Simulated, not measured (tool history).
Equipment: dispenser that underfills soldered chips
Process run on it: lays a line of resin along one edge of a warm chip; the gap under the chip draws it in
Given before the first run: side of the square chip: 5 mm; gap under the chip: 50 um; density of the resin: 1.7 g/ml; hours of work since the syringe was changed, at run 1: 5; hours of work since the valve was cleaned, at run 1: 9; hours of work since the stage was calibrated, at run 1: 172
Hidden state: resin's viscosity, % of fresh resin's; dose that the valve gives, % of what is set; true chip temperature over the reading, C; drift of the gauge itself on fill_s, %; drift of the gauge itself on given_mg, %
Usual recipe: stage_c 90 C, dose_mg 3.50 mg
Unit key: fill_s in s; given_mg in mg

run	hour	stage_c	dose_mg	hours of work since the syringe was changed	hours of work since the valve was cleaned	hours of work since the stage was calibrated	fill_s	given_mg
1	0.0	90	3.50	5	9	172	29.7	3.47
# hour 2.4: new syringe of resin
2	4.9	90	3.50	2	12	175	24.8	3.49
3	8.6	90	3.50	4	15	178	27.1	3.42
# hour 12.2: new syringe of resin
4	12.2	90	3.50	0	17	180	23.0	3.47
5	15.2	90	3.50	2	19	182	24.9	3.45
6	21.2	90	4.50	6	23	187	29.5	4.43
# hour 22.0: new syringe of resin
7	27.3	85	3.50	4	28	191	35.3	3.44
8	29.9	85	3.50	6	29	193	37.3	3.41
# hour 31.9: new syringe of resin
9	32.9	85	3.15	1	31	195	31.5	3.07
10	36.7	85	3.15	3	34	197	35.3	3.07
11	39.9	85	3.15	6	36	200	38.5	3.11
# hour 41.9: new syringe of resin
12	43.3	85	3.15	1	39	202	31.0	3.06
13	48.1	90	3.50	4	42	205	27.9	3.36
14	51.3	90	3.50	7	44	208	30.5	3.40
# hour 52.0: new syringe of resin
15	57.5	75	3.07	4	49	212	58.6	2.98
16	61.3	83	3.09	7	51	215	42.8	2.95
# hour 62.0: new syringe of resin
17	67.0	90	3.59	4	55	218	27.1	3.46
18	71.0	90	3.59	6	58	221	30.3	3.43
# hour 71.9: new syringe of resin
19	76.8	83	3.87	4	62	225	37.9	3.73
# hour 81.8: new syringe of resin
20	83.1	92	3.63	1	66	229	21.2	3.43
21	88.0	91	3.91	4	70	233	25.9	3.68
# hour 91.8: new syringe of resin
22	92.0	102	3.50	0	72	236	13.5	3.29
23	96.9	102	3.50	4	76	239	15.7	3.32
# hour 101.6: new syringe of resin
24	101.9	78	3.60	0	79	243	43.4	3.39
25	106.7	101	3.53	4	83	246	16.1	3.32
# hour 111.4: new syringe of resin
26	113.1	90	4.27	1	87	250	23.5	3.97
27	116.2	82	4.08	3	89	253	38.0	3.81
28	120.2	85	3.90	6	92	255	37.6	3.65

Across each entry between runs, compare the hidden state at the last listed run before it with the hidden state at the first listed run after it:
From run 1 to run 2: new syringe of resin (hour 2.4)
  resin's viscosity, % of fresh resin's: 125.8 -> 106.9; dose that the valve gives, % of what is set: 98.98 -> 98.76; true chip temperature over the reading, C: 0.71 -> 0.72
  measured value less the no-hidden-state value, fill_s: +5.2 -> +0.8 s; given_mg: -0.04 -> -0.04 mg
From run 3 to run 4: new syringe of resin (hour 12.2)
  resin's viscosity, % of fresh resin's: 119.1 -> 100; dose that the valve gives, % of what is set: 98.58 -> 98.43; true chip temperature over the reading, C: 0.73 -> 0.74
  measured value less the no-hidden-state value, fill_s: +3.6 -> -0.8 s; given_mg: -0.05 -> -0.05 mg
From run 6 to run 7: new syringe of resin (hour 22.0)
  resin's viscosity, % of fresh resin's: 130.9 -> 117.4; dose that the valve gives, % of what is set: 97.99 -> 97.72; true chip temperature over the reading, C: 0.77 -> 0.79
  measured value less the no-hidden-state value, fill_s: +6.1 -> +4.1 s; given_mg: -0.09 -> -0.08 mg
From run 8 to run 9: new syringe of resin (hour 31.9)
  resin's viscosity, % of fresh resin's: 126.8 -> 104.3; dose that the valve gives, % of what is set: 97.61 -> 97.48
  measured value less the no-hidden-state value, fill_s: +6.8 -> +0.2 s; given_mg: -0.09 -> -0.08 mg
From run 11 to run 12: new syringe of resin (hour 41.9)
  resin's viscosity, % of fresh resin's: 128.5 -> 104.2; dose that the valve gives, % of what is set: 97.15 -> 97; true chip temperature over the reading, C: 0.83 -> 0.84
  measured value less the no-hidden-state value, fill_s: +7.4 -> +0.2 s; given_mg: -0.09 -> -0.09 mg
From run 14 to run 15: new syringe of resin (hour 52.0)
  resin's viscosity, % of fresh resin's: 132.2 -> 116.9; dose that the valve gives, % of what is set: 96.61 -> 96.33; true chip temperature over the reading, C: 0.86 -> 0.88
  measured value less the no-hidden-state value, fill_s: +6.5 -> +6.5 s; given_mg: -0.12 -> -0.11 mg
From run 16 to run 17: new syringe of resin (hour 62.0)
  resin's viscosity, % of fresh resin's: 131.1 -> 115.9; dose that the valve gives, % of what is set: 96.15 -> 95.86; true chip temperature over the reading, C: 0.89 -> 0.91
  measured value less the no-hidden-state value, fill_s: +8.9 -> +2.7 s; given_mg: -0.12 -> -0.15 mg
From run 18 to run 19: new syringe of resin (hour 71.9)
  resin's viscosity, % of fresh resin's: 130.9 -> 116.2; dose that the valve gives, % of what is set: 95.66 -> 95.4; true chip temperature over the reading, C: 0.92 -> 0.94
  measured value less the no-hidden-state value, fill_s: +6.2 -> +3.8 s; given_mg: -0.16 -> -0.17 mg
From run 19 to run 20: new syringe of resin (hour 81.8)
  resin's viscosity, % of fresh resin's: 116.2 -> 102.6; dose that the valve gives, % of what is set: 95.4 -> 95.1; true chip temperature over the reading, C: 0.94 -> 0.96
  measured value less the no-hidden-state value, fill_s: +3.8 -> -0.4 s; given_mg: -0.17 -> -0.17 mg
From run 21 to run 22: new syringe of resin (hour 91.8)
  resin's viscosity, % of fresh resin's: 118.8 -> 102.3; dose that the valve gives, % of what is set: 94.84 -> 94.67; true chip temperature over the reading, C: 0.97 -> 0.98
  measured value less the no-hidden-state value, fill_s: +3.1 -> -0.2 s; given_mg: -0.20 -> -0.19 mg
From run 23 to run 24: new syringe of resin (hour 101.6)
  resin's viscosity, % of fresh resin's: 118.5 -> 102.3; dose that the valve gives, % of what is set: 94.44 -> 94.21; true chip temperature over the reading, C: 1 -> 1.01
  measured value less the no-hidden-state value, fill_s: +1.9 -> -1.0 s; given_mg: -0.20 -> -0.21 mg
From run 25 to run 26: new syringe of resin (hour 111.4)
  resin's viscosity, % of fresh resin's: 118.3 -> 105.2; dose that the valve gives, % of what is set: 93.99 -> 93.69; true chip temperature over the reading, C: 1.03 -> 1.05
  measured value less the no-hidden-state value, fill_s: +1.9 -> +0.0 s; given_mg: -0.22 -> -0.27 mg

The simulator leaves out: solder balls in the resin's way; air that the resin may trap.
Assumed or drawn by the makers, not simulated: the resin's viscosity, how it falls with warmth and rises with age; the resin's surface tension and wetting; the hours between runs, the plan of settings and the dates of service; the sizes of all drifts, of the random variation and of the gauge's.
